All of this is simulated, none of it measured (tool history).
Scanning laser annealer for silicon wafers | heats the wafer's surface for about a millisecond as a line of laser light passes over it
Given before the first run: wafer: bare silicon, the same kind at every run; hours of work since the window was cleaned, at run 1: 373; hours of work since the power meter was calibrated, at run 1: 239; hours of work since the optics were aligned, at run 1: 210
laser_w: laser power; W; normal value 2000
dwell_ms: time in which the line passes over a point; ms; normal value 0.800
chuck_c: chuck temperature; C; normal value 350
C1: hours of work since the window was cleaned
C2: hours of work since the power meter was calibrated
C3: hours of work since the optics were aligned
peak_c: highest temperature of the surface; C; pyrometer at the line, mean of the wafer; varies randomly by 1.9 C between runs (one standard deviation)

{"run": 1, "hour": 0.0, "laser_w": 2000, "dwell_ms": 0.8, "chuck_c": 350, "C1": 373, "C2": 239, "C3": 210, "peak_c": 1081}
{"run": 2, "hour": 13.9, "laser_w": 1975, "dwell_ms": 0.8, "chuck_c": 350, "C1": 379, "C2": 245, "C3": 216, "peak_c": 1068}
{"run": 3, "hour": 31.2, "laser_w": 2000, "dwell_ms": 0.8, "chuck_c": 350, "C1": 387, "C2": 253, "C3": 224, "peak_c": 1078}
{"run": 4, "hour": 46.5, "laser_w": 2000, "dwell_ms": 0.8, "chuck_c": 350, "C1": 394, "C2": 260, "C3": 231, "peak_c": 1075}
{"hour": 53.4, "done": "window over the wafer cleaned"}
{"run": 5, "hour": 65.1, "laser_w": 2000, "dwell_ms": 0.8, "chuck_c": 350, "C1": 5, "C2": 268, "C3": 238, "peak_c": 1113}
{"run": 6, "hour": 82.7, "laser_w": 2000, "dwell_ms": 0.8, "chuck_c": 350, "C1": 13, "C2": 276, "C3": 246, "peak_c": 1111}
{"run": 7, "hour": 94.5, "laser_w": 2000, "dwell_ms": 0.8, "chuck_c": 350, "C1": 19, "C2": 281, "C3": 252, "peak_c": 1110}
{"run": 8, "hour": 103.3, "laser_w": 2165, "dwell_ms": 0.8, "chuck_c": 323, "C1": 23, "C2": 285, "C3": 256, "peak_c": 1158}
{"run": 9, "hour": 116.1, "laser_w": 2165, "dwell_ms": 0.8, "chuck_c": 323, "C1": 29, "C2": 291, "C3": 262, "peak_c": 1159}

Predict the results of run 10:
{"run": 10, "hour": 127.5, "laser_w": 2051, "dwell_ms": 0.775, "chuck_c": 350, "C1": 34, "C2": 296, "C3": 267, "peak_c": "?"}

{"run 10": {"peak_c": 1121}}
Had the tool carried no hidden state, the very same run would have given peak_c 1126 C.

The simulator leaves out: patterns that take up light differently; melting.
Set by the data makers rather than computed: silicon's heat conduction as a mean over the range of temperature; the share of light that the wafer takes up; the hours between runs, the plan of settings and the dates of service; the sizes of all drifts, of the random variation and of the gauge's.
